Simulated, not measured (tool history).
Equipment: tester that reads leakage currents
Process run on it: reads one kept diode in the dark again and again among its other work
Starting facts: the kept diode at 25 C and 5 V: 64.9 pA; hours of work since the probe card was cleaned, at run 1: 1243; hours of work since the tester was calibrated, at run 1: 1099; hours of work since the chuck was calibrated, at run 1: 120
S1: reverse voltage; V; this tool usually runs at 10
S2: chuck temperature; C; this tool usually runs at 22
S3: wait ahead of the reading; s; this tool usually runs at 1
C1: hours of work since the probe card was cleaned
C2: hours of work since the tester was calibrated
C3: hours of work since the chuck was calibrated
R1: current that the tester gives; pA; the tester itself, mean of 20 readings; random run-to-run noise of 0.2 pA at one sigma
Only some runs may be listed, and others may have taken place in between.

Run 1, hour 0: usual settings; C1 1243; C2 1099; C3 120. Result: R1 65.97 pA.
Run 2, hour 167.9: usual settings; C1 1351; C2 1207; C3 228. Result: R1 66.12 pA.
Run 3, hour 381.3: usual settings; C1 1489; C2 1345; C3 366. Result: R1 65.75 pA.
Run 4, hour 559.9: usual settings but S2 34 C; C1 1605; C2 1460; C3 481. Result: R1 173.21 pA.
Run 5, hour 652.4: usual settings but S2 34 C; C1 1664; C2 1520; C3 541. Result: R1 174.33 pA.
At hour 752.3: chuck's temperature calibrated.
Run 6, hour 778.9: usual settings but S2 34 C; C1 1745; C2 1600; C3 17. Result: R1 173.48 pA.
Run 7, hour 974.6: usual settings but S1 13 V; C1 1871; C2 1727; C3 144. Result: R1 73.1 pA.
Run 8, hour 1121.4: usual settings but S1 13 V; C1 1966; C2 1822; C3 238. Result: R1 73.18 pA.
Run 9, hour 1244.9: usual settings but S1 13 V; C1 2046; C2 1901; C3 318. Result: R1 73.26 pA.
Run 10, hour 1437.4: usual settings but S1 3.4 V, S2 23 C, S3 0.54 s; C1 2170; C2 2026; C3 443. Result: R1 48.2 pA.
Run 11, hour 1583.4: usual settings but S1 2.5 V, S2 23 C, S3 0.69 s; C1 2265; C2 2120; C3 537. Result: R1 42.76 pA.
At hour 1679.2: chuck's temperature calibrated.
Run 12, hour 1758.7: usual settings but S1 1.4 V, S2 45 C, S3 1.83 s; C1 2377; C2 2232; C3 51. Result: R1 192.46 pA.
Run 13, hour 1854.2: usual settings but S1 11.8 V, S2 28 C, S3 0.66 s; C1 2438; C2 2294; C3 113. Result: R1 115.73 pA.
Run 14, hour 1967.1: usual settings but S1 11.8 V, S2 51 C, S3 0.66 s; C1 2511; C2 2367; C3 186. Result: R1 648.1 pA.
Run 15, hour 2076.3: usual settings but S1 11.8 V, S2 51 C, S3 0.66 s; C1 2582; C2 2437; C3 257. Result: R1 644.73 pA.
Run 16, hour 2167.5: usual settings but S2 41 C, S3 1.05 s; C1 2641; C2 2496; C3 315. Result: R1 295.94 pA.

Forecast run 17:
Run 17, hour 2351.7: usual settings but S2 29 C; C1 2760; C2 2615; C3 434. Result: R1 ?.

R1: 117.11 pA
Had the tool carried no hidden state, the very same run would have given R1 117.06 pA.
